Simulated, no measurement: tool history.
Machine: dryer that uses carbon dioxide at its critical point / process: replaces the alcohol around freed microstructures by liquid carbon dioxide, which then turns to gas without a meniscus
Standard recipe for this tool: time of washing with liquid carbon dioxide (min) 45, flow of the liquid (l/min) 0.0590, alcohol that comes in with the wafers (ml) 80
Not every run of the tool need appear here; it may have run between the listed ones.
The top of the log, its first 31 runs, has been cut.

| run | hour | time of washing with liquid carbon dioxide (min) | flow of the liquid (l/min) | alcohol that comes in with the wafers (ml) | alcohol left in the vessel before it's heated (ppm by volume) |
|---|---|---|---|---|---|
| 32 | 363.5 | 45 | 0.0394 | 99 | 19342 |
| 33 | 370.4 | 40 | 0.0451 | 52 | 10176 |
| 34 | 384.5 | 40 | 0.0451 | 52 | 10234 |
| 35 | 392.9 | 44 | 0.0491 | 28 | 3461 |
| 36 | 406.2 | 45 | 0.0590 | 45 | 3007 |
| 37 | 418.2 | 45 | 0.0590 | 45 | 3175 |
| 38 | 427.1 | 45 | 0.0534 | 101 | 9607 |
| 39 | 436.1 | 45 | 0.0765 | 80 | 2110 |
| 40 | 444.0 | 45 | 0.0483 | 63 | 8073 |
| 41 | 451.5 | 45 | 0.0442 | 59 | 9547 |
| 42 | 460.4 | 45 | 0.0442 | 59 | 9352 |
| 43 | 476.8 | 45 | 0.0590 | 113 | 8523 |
| 44 | 485.5 | 42 | 0.0595 | 28 | 2505 |
| 45 | 494.4 | 53 | 0.0607 | 80 | 3033 |
| 46 | 508.3 | 45 | 0.0590 | 32 | 2526 |
| 47 | 521.1 | 45 | 0.0590 | 32 | 2505 |
| 48 | 535.1 | 55 | 0.0379 | 103 | 15686 |

Branching from run 48: 3 alternative next runs. What would each branch give?
| A | 549.6 | 36 | 0.0559 | 115 | ? |
| B | 549.6 | 46 | 0.0590 | 21 | ? |
| C | 549.6 | 39 | 0.0546 | 43 | ? |

| run | alcohol left in the vessel before it's heated (ppm by volume) |
|---|---|
| A | 19854 |
| B | 1617 |
| C | 6494 |
What these runs would have given with no unlogged condition in the tool:
| run | alcohol left in the vessel before it's heated (ppm by volume) |
|---|---|
| A | 12311 |
| B | 820 |
| C | 3892 |

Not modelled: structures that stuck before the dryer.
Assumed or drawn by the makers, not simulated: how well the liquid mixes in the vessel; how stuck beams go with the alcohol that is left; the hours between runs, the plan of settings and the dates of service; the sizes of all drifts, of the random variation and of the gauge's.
